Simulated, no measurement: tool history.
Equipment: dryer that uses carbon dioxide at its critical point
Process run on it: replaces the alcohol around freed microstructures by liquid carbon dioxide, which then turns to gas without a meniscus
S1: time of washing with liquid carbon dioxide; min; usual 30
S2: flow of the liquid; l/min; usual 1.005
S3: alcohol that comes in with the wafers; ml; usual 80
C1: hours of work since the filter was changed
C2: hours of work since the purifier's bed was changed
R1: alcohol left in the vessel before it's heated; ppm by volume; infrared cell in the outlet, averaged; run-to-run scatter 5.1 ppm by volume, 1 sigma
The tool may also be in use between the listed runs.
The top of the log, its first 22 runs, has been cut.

run 23 day=39.629 | S1=27 S2=1.005 S3=98 | C1=322 C2=1148 | R1=439
run 24 day=41.496 | S1=30 S2=1.005 S3=109 | C1=341 C2=1167 | R1=357
run 25 day=43.783 | S1=27 S2=1.005 S3=29 | C1=364 C2=1191 | R1=263
run 26 day=46.221 | S1=23 S2=1.005 S3=80 | C1=389 C2=1215 | R1=622
run 27 day=47.504 | S1=30 S2=1.005 S3=25 | C1=402 C2=1228 | R1=245
run 28 day=49.158 | S1=30 S2=1.240 S3=76 | C1=419 C2=1245 | R1=249
run 29 day=50.342 | S1=42 S2=1.510 S3=105 | C1=431 C2=1257 | R1=210
run 30 day=52.704 | S1=42 S2=0.960 S3=30 | C1=455 C2=1281 | R1=225
run 31 day=53.779 | S1=42 S2=0.960 S3=30 | C1=466 C2=1292 | R1=217
run 32 day=55.208 | S1=20 S2=1.005 S3=80 | C1=481 C2=1307 | R1=982
-- day=55.783 purifier's bed changed
run 33 day=56.554 | S1=26 S2=1.005 S3=64 | C1=493 C2=8 | R1=244
run 34 day=57.821 | S1=21 S2=0.690 S3=45 | C1=506 C2=21 | R1=1101
run 35 day=59.162 | S1=21 S2=0.790 S3=47 | C1=519 C2=34 | R1=876
-- day=60.100 inlet filter changed
run 36 day=60.354 | S1=21 S2=0.790 S3=47 | C1=3 C2=46 | R1=528
run 37 day=62.292 | S1=19 S2=1.070 S3=21 | C1=22 C2=66 | R1=129
run 38 day=64.692 | S1=29 S2=0.640 S3=63 | C1=47 C2=90 | R1=541
run 39 day=66.771 | S1=29 S2=1.100 S3=42 | C1=68 C2=111 | R1=52
run 40 day=68.104 | S1=20 S2=0.690 S3=96 | C1=81 C2=125 | R1=1947
run 41 day=69.108 | S1=20 S2=0.690 S3=96 | C1=92 C2=135 | R1=1942
run 42 day=70.758 | S1=42 S2=0.630 S3=76 | C1=108 C2=152 | R1=193
run 43 day=72.692 | S1=42 S2=0.630 S3=96 | C1=128 C2=172 | R1=236
run 44 day=74.146 | S1=24 S2=0.710 S3=21 | C1=143 C2=186 | R1=269
run 45 day=76.162 | S1=24 S2=0.710 S3=21 | C1=164 C2=207 | R1=298
run 46 day=77.212 | S1=24 S2=0.930 S3=105 | C1=174 C2=218 | R1=513
run 47 day=79.517 | S1=26 S2=1.310 S3=67 | C1=198 C2=241 | R1=83

3 ways to go on from here, each from the tool as it stands after run 47. What would each give?
run A day=80.792 | S1=36 S2=0.820 S3=67 | C1=211 C2=254 | R1=?
run B day=80.792 | S1=27 S2=1.310 S3=67 | C1=211 C2=254 | R1=?
run C day=80.792 | S1=23 S2=0.680 S3=43 | C1=211 C2=254 | R1=?

run=A R1=140
run=B R1=80
run=C R1=735
What these runs would have given with no unlogged condition in the tool:
run=A R1=68
run=B R1=26
run=C R1=556

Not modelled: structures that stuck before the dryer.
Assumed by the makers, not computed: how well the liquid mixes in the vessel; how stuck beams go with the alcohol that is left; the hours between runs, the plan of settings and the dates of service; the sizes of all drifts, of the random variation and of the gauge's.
